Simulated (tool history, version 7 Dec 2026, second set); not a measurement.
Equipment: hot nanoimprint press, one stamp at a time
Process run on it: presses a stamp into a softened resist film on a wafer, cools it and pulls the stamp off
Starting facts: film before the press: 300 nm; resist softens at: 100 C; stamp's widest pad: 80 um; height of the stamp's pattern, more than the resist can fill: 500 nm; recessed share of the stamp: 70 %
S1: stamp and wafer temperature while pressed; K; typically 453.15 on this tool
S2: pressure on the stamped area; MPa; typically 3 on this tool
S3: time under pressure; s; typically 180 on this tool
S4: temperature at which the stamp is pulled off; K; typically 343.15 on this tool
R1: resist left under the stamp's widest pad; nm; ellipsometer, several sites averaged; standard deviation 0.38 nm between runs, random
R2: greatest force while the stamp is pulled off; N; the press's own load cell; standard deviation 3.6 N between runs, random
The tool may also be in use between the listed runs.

Run 1, hour 0: usual settings. Result: R1 135.5 nm, R2 236 N.
Run 2, hour 51.2: usual settings but S2 2.54 MPa. Result: R1 144.7 nm, R2 228 N.
Run 3, hour 100.1: usual settings. Result: R1 135.4 nm, R2 229 N.
Run 4, hour 146.1: usual settings but S4 335.15 K. Result: R1 134.9 nm, R2 245 N.
Run 5, hour 204.4: usual settings but S4 335.15 K. Result: R1 135.1 nm, R2 241 N.
Run 6, hour 254.3: usual settings but S4 335.15 K. Result: R1 135.1 nm, R2 255 N.
Run 7, hour 306.9: usual settings but S4 335.15 K. Result: R1 135.9 nm, R2 247 N.
Run 8, hour 343.3: usual settings but S2 2.95 MPa. Result: R1 136.4 nm, R2 224 N.
Run 9, hour 376.6: usual settings but S4 349.15 K. Result: R1 135.8 nm, R2 212 N.
Run 10, hour 404.5: usual settings but S4 342.15 K. Result: R1 136.4 nm, R2 227 N.
Run 11, hour 434.9: usual settings but S4 342.15 K. Result: R1 136 nm, R2 232 N.
Run 12, hour 484.2: usual settings but S1 462.15 K, S2 2.01 MPa, S3 288 s, S4 331.15 K. Result: R1 89.4 nm, R2 263 N.
Run 13, hour 534.2: usual settings but S3 262 s, S4 337.15 K. Result: R1 117.1 nm, R2 244 N.
Run 14, hour 576.5: usual settings but S1 455.15 K, S2 2.23 MPa, S3 211 s, S4 339.15 K. Result: R1 132.9 nm, R2 235 N.
Run 15, hour 634.6: usual settings but S3 124 s. Result: R1 156.4 nm, R2 228 N.
Run 16, hour 674.2: usual settings but S1 451.15 K, S3 183 s, S4 336.15 K. Result: R1 147.4 nm, R2 247 N.
Run 17, hour 712: usual settings but S1 457.15 K, S2 3.05 MPa, S3 330 s, S4 329.15 K. Result: R1 88 nm, R2 265 N.
Run 18, hour 747.2: usual settings but S1 457.15 K, S2 3.05 MPa, S3 330 s, S4 329.15 K. Result: R1 87 nm, R2 261 N.
Run 19, hour 805.1: usual settings but S1 457.15 K, S2 3.05 MPa, S3 330 s, S4 329.15 K. Result: R1 87.7 nm, R2 270 N.
Run 20, hour 848.8: usual settings but S1 450.15 K, S2 3.05 MPa, S3 330 s, S4 329.15 K. Result: R1 122 nm, R2 258 N.
Run 21, hour 878.5: usual settings but S1 463.15 K, S3 318 s. Result: R1 68.1 nm, R2 229 N.

Not shown: 5 entries that the log had between the listed runs. Between which runs, and how does the tool's hidden state differ before and after?
Run 2 -> run 3: stamp cleaned and given a new release coat (hour 75)
  true temperature over the reading, C: 0.03 -> 0.04; pressure that arrives at the usual setting, %: 99.94 -> 99.93; grip of the stamp's worn release coat, % over a new coat's: 1.2 -> 0.1; drift of the gauge itself on residual_nm, %: 0.09 -> 0.16
  what was measured, less what the result would be without the hidden state, R1: +0 -> +0 nm
Run 6 -> run 7: stamp cleaned and given a new release coat (hour 303.9)
  true temperature over the reading, C: 0.06 -> 0.07; pressure that arrives at the usual setting, %: 99.9 -> 99.89; grip of the stamp's worn release coat, % over a new coat's: 1 -> 0; drift of the gauge itself on residual_nm, %: 0.42 -> 0.5
  what was measured, less what the result would be without the hidden state, R1: +0.3 -> +0.3 nm
Run 8 -> run 9: plate thermocouple calibrated (hour 368)
  true temperature over the reading, C: 0.07 -> 0.01; grip of the stamp's worn release coat, % over a new coat's: 0.2 -> 0.4; drift of the gauge itself on residual_nm, %: 0.56 -> 0.62
  what was measured, less what the result would be without the hidden state, R1: +0.4 -> +0.8 nm
Run 12 -> run 13: stamp cleaned and given a new release coat (hour 534.2)
  true temperature over the reading, C: 0.03 -> 0.04; pressure that arrives at the usual setting, %: 99.85 -> 99.84; grip of the stamp's worn release coat, % over a new coat's: 1 -> 0; drift of the gauge itself on residual_nm, %: 0.8 -> 0.87
  what was measured, less what the result would be without the hidden state, R1: +0.6 -> +0.9 nm
Run 18 -> run 19: stamp cleaned and given a new release coat (hour 761.8)
  pressure that arrives at the usual setting, %: 99.8 -> 99.79; grip of the stamp's worn release coat, % over a new coat's: 1.2 -> 0.2; drift of the gauge itself on residual_nm, %: 1.24 -> 1.32
  what was measured, less what the result would be without the hidden state, R1: +0.9 -> +0.9 nm
